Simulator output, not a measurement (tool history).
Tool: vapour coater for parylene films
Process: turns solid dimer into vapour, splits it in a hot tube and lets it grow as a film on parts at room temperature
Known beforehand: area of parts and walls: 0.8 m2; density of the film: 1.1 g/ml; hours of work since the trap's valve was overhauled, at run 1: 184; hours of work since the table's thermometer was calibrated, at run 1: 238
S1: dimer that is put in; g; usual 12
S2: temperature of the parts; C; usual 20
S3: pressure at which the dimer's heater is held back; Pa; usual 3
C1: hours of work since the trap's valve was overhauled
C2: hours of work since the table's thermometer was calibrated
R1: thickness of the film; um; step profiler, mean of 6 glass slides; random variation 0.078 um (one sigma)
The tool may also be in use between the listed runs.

run   hour  S1  S2     S3   C1   C2    R1
  1      0  12  20      3  184  238  9.04
  2   16.9  12  20      3  196  250  8.94
  3   33.7   6  20      3  208  262  4.46
  4   55.4  12  20      3  223  277  8.94
  5   73.9   5  20      3  236  290  3.64
  6   89.2   5  20      3  247  300  3.67
  7  106.1   5  16      3  258  312  4.28
  8  122.1  12  14  10.86  270  323  8.06
  9  138.3   6  20   9.56  281  335  3.27
 10  148.9   6  20   9.56  288  342  3.25
 11  160.9   6  20   9.56  297  351  3.33
 12  180.4  10  21   2.79  310  364  7.26

The same runs without the tool's hidden state, with the same run-to-run variation:
The hidden state here: vapour lost through the trap's worn valve, %; true temperature of the parts over the reading, C; drift of the gauge itself on film_um, %.
run    R1
  1  9.54
  2  9.46
  3  4.73
  4  9.51
  5  3.88
  6  3.93
  7  4.58
  8  8.66
  9  3.52
 10  3.51
 11   3.6
 12  7.87

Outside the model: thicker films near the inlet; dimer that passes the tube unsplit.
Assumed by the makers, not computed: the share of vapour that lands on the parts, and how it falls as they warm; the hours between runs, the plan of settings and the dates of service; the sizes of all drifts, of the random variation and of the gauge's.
